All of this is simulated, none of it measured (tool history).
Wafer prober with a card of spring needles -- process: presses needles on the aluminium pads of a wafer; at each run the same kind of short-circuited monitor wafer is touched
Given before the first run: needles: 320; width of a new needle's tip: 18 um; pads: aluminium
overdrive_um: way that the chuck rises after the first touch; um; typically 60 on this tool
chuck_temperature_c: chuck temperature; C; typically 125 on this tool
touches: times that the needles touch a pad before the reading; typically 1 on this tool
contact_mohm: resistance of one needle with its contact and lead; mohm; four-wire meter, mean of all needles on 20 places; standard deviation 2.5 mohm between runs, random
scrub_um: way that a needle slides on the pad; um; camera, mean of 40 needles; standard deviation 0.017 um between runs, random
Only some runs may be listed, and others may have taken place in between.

Run 1, day 0.000: usual settings. Result: contact_mohm 414 mohm, scrub_um 8.22 um.
At day 0.429: tips cleaned on abrasive film.
At day 1.142: tips cleaned on abrasive film.
At day 1.854: tips cleaned on abrasive film.
At day 2.425: tips cleaned on abrasive film.
At day 2.996: tips cleaned on abrasive film.
Run 2, day 3.212: usual settings. Result: contact_mohm 444 mohm, scrub_um 8.10 um.
At day 3.642: tips cleaned on abrasive film.
At day 4.354: tips cleaned on abrasive film.
At day 4.925: tips cleaned on abrasive film.
Run 3, day 5.221: usual settings. Result: contact_mohm 500 mohm, scrub_um 8.11 um.
At day 5.508: tips cleaned on abrasive film.
At day 6.079: tips cleaned on abrasive film.
At day 6.792: tips cleaned on abrasive film.
At day 7.362: tips cleaned on abrasive film.
Run 4, day 7.646: usual settings. Result: contact_mohm 490 mohm, scrub_um 8.06 um.
At day 8.075: tips cleaned on abrasive film.
At day 8.646: tips cleaned on abrasive film.
At day 9.217: tips cleaned on abrasive film.
At day 9.788: tips cleaned on abrasive film.
At day 10.358: tips cleaned on abrasive film.
Run 5, day 10.675: usual settings. Result: contact_mohm 510 mohm, scrub_um 8.01 um.
At day 10.962: tips cleaned on abrasive film.
At day 11.533: tips cleaned on abrasive film.
At day 12.104: tips cleaned on abrasive film.
At day 12.675: tips cleaned on abrasive film.
At day 13.388: tips cleaned on abrasive film.
Run 6, day 13.429: usual settings. Result: contact_mohm 373 mohm, scrub_um 7.94 um.
At day 14.000: tips cleaned on abrasive film.
At day 14.571: tips cleaned on abrasive film.
At day 15.142: tips cleaned on abrasive film.
At day 15.712: tips cleaned on abrasive film.
At day 15.858: tips cleaned on abrasive film, once more.
Run 7, day 15.921: usual settings but chuck_temperature_c 59 C. Result: contact_mohm 348 mohm, scrub_um 7.88 um.
At day 16.492: tips cleaned on abrasive film.
At day 17.062: tips cleaned on abrasive film.
At day 17.500: height of the first contact set anew.
At day 17.788: tips cleaned on abrasive film.
At day 18.358: tips cleaned on abrasive film.
At day 18.929: tips cleaned on abrasive film.
At day 19.500: tips cleaned on abrasive film.
Run 8, day 19.667: usual settings but overdrive_um 51 um. Result: contact_mohm 492 mohm, scrub_um 7.05 um.
At day 20.096: tips cleaned on abrasive film.
At day 20.667: tips cleaned on abrasive film.
At day 21.379: tips cleaned on abrasive film.
At day 21.950: tips cleaned on abrasive film.
Run 9, day 22.275: usual settings. Result: contact_mohm 502 mohm, scrub_um 8.26 um.
At day 22.562: tips cleaned on abrasive film.
At day 23.133: tips cleaned on abrasive film.
At day 23.704: tips cleaned on abrasive film.
At day 24.275: tips cleaned on abrasive film.
At day 24.988: tips cleaned on abrasive film.
At day 25.558: tips cleaned on abrasive film.
Run 10, day 25.867: usual settings but overdrive_um 47 um, chuck_temperature_c 34 C. Result: contact_mohm 642 mohm, scrub_um 6.37 um.
At day 26.150: tips cleaned on abrasive film.
At day 26.721: tips cleaned on abrasive film.
At day 27.438: tips cleaned on abrasive film.
At day 28.150: tips cleaned on abrasive film.
At day 28.721: tips cleaned on abrasive film.
Run 11, day 28.754: usual settings but overdrive_um 47 um, chuck_temperature_c 89 C. Result: contact_mohm 417 mohm, scrub_um 6.32 um.
At day 29.325: tips cleaned on abrasive film.
At day 30.038: tips cleaned on abrasive film.
At day 30.608: tips cleaned on abrasive film.
At day 31.179: tips cleaned on abrasive film.
Run 12, day 31.233: usual settings but overdrive_um 42 um, chuck_temperature_c 74 C. Result: contact_mohm 441 mohm, scrub_um 5.59 um.
At day 31.804: tips cleaned on abrasive film.
At day 32.517: tips cleaned on abrasive film.
At day 33.088: tips cleaned on abrasive film.
Run 13, day 33.117: usual settings but overdrive_um 78 um, chuck_temperature_c 51 C. Result: contact_mohm 309 mohm, scrub_um 10.53 um.
At day 33.688: tips cleaned on abrasive film.
At day 34.258: tips cleaned on abrasive film.
At day 34.829: tips cleaned on abrasive film.
Run 14, day 35.054: usual settings but overdrive_um 78 um, chuck_temperature_c 51 C. Result: contact_mohm 380 mohm, scrub_um 10.52 um.
At day 35.483: tips cleaned on abrasive film.
At day 36.054: tips cleaned on abrasive film.
At day 36.625: tips cleaned on abrasive film.
At day 37.196: tips cleaned on abrasive film.
Run 15, day 37.254: usual settings but chuck_temperature_c 86 C. Result: contact_mohm 389 mohm, scrub_um 7.97 um.
At day 37.825: tips cleaned on abrasive film.
At day 38.396: tips cleaned on abrasive film.
At day 38.967: tips cleaned on abrasive film.
At day 39.538: tips cleaned on abrasive film.
At day 40.250: tips cleaned on abrasive film.
At day 40.829: height of the first contact set anew.
At day 40.975: tips cleaned on abrasive film.
Run 16, day 41.262: usual settings but overdrive_um 40 um, chuck_temperature_c 86 C. Result: contact_mohm 830 mohm, scrub_um 5.56 um.
At day 41.550: tips cleaned on abrasive film.
At day 42.121: tips cleaned on abrasive film.
At day 42.692: tips cleaned on abrasive film.
At day 43.262: tips cleaned on abrasive film.
At day 43.833: tips cleaned on abrasive film.
Run 17, day 44.050: usual settings but overdrive_um 40 um. Result: contact_mohm 685 mohm, scrub_um 5.48 um.
At day 44.479: tips cleaned on abrasive film.
At day 45.050: tips cleaned on abrasive film.
At day 45.621: tips cleaned on abrasive film.
At day 46.192: tips cleaned on abrasive film.
At day 46.904: tips cleaned on abrasive film.
At day 47.479: tips cleaned on abrasive film.
At day 48.050: tips cleaned on abrasive film.
Run 18, day 48.108: usual settings but overdrive_um 40 um. Result: contact_mohm 518 mohm, scrub_um 5.41 um.

Below are 5 alternative next runs, each starting from the tool's condition after run 18. Predict each:
At day 48.679: tips cleaned on abrasive film.
At day 49.250: tips cleaned on abrasive film.
At day 49.821: tips cleaned on abrasive film.
Run A, day 49.950: usual settings but chuck_temperature_c 50 C. Result: contact_mohm ?, scrub_um ?.
At day 48.679: tips cleaned on abrasive film.
At day 49.250: tips cleaned on abrasive film.
At day 49.821: tips cleaned on abrasive film.
Run B, day 49.950: usual settings but overdrive_um 46 um, chuck_temperature_c 32 C. Result: contact_mohm ?, scrub_um ?.
At day 48.679: tips cleaned on abrasive film.
At day 49.250: tips cleaned on abrasive film.
At day 49.821: tips cleaned on abrasive film.
Run C, day 49.950: usual settings but overdrive_um 68 um. Result: contact_mohm ?, scrub_um ?.
At day 48.679: tips cleaned on abrasive film.
At day 49.250: tips cleaned on abrasive film.
At day 49.821: tips cleaned on abrasive film.
Run D, day 49.950: usual settings but overdrive_um 40 um, chuck_temperature_c 31 C. Result: contact_mohm ?, scrub_um ?.
At day 48.679: tips cleaned on abrasive film.
At day 49.250: tips cleaned on abrasive film.
At day 49.821: tips cleaned on abrasive film.
Run E, day 49.950: usual settings but overdrive_um 69 um, chuck_temperature_c 33 C. Result: contact_mohm ?, scrub_um ?.

run  contact_mohm  scrub_um
  A           426      8.14
  B           538      6.20
  C           394      9.26
  D           626      5.40
  E           379      9.40
Without the tool's unlogged condition, the same runs would have read:
run  contact_mohm  scrub_um
  A           267      8.31
  B           267      6.38
  C           281      9.44
  D           272      5.57
  E           256      9.57
